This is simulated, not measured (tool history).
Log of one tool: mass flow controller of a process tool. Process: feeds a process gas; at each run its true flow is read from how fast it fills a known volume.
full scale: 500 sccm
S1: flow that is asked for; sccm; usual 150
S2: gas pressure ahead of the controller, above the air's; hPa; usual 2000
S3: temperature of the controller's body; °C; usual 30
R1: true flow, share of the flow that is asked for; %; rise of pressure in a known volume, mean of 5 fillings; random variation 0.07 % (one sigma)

| run | hour | S1 | S2 | S3 | R1 |
|---|---|---|---|---|---|
| 1 | 0 | 150 | 2000 | 30 | 99.15 |
| 2 | 252.8 | 150 | 2000 | 34 | 99.63 |
| 3 | 456 | 162 | 2000 | 34 | 99.67 |
| 4 | 695.7 | 162 | 2580 | 34 | 99.71 |
| 5 | 918.3 | 162 | 2580 | 34 | 99.92 |
| 6 | 1091.6 | 162 | 2580 | 37 | 100.17 |
| 7 | 1237.6 | 150 | 2000 | 30 | 99.54 |
| 8 | 1352.4 | 68 | 2000 | 30 | 99.24 |
| 9 | 1475.7 | 68 | 2000 | 30 | 99.19 |
| 10 | 1719.7 | 68 | 2000 | 30 | 99.22 |
| 11 | 1878.2 | 150 | 2000 | 30 | 99.55 |
| 12 | 2060.6 | 150 | 1950 | 30 | 99.54 |
| 13 | 2313.9 | 150 | 1950 | 30 | 99.53 |
| 14 | 2547.5 | 150 | 1660 | 30 | 99.52 |
| 15 | 2657.1 | 150 | 2000 | 30 | 99.62 |
| 16 | 2808.6 | 150 | 2000 | 30 | 99.66 |
| 17 | 2942.2 | 93 | 1710 | 30 | 99.51 |
| 18 | 3149 | 239 | 2260 | 30 | 100.12 |
| 19 | 3264 | 168 | 2000 | 30 | 99.8 |
| 20 | 3418.5 | 168 | 2000 | 30 | 99.79 |
| 21 | 3639.5 | 234 | 2190 | 35 | 100.42 |
| 22 | 3824 | 234 | 2190 | 35 | 100.52 |
| 23 | 4069.4 | 234 | 2190 | 35 | 100.43 |
| 24 | 4220.4 | 234 | 2190 | 35 | 100.44 |
| 25 | 4469.6 | 234 | 2190 | 35 | 100.63 |
| 26 | 4727.6 | 234 | 2190 | 35 | 100.55 |
| 27 | 4890.9 | 234 | 2190 | 35 | 100.67 |
| 28 | 5137.2 | 234 | 2190 | 35 | 100.67 |
| 29 | 5249.9 | 234 | 2190 | 29 | 100.32 |

Forecast each of these 4 alternatives for the next run:
| A | 5407.4 | 234 | 2190 | 33 | ? |
| B | 5407.4 | 116 | 2640 | 30 | ? |
| C | 5407.4 | 150 | 1930 | 30 | ? |
| D | 5407.4 | 56 | 2620 | 27 | ? |

| run | R1 |
|---|---|
| A | 100.67 |
| B | 100.04 |
| C | 100.17 |
| D | 99.8 |
Without the tool's hidden state the same runs would have given:
| run | R1 |
|---|---|
| A | 99.89 |
| B | 99.26 |
| C | 99.39 |
| D | 99.04 |
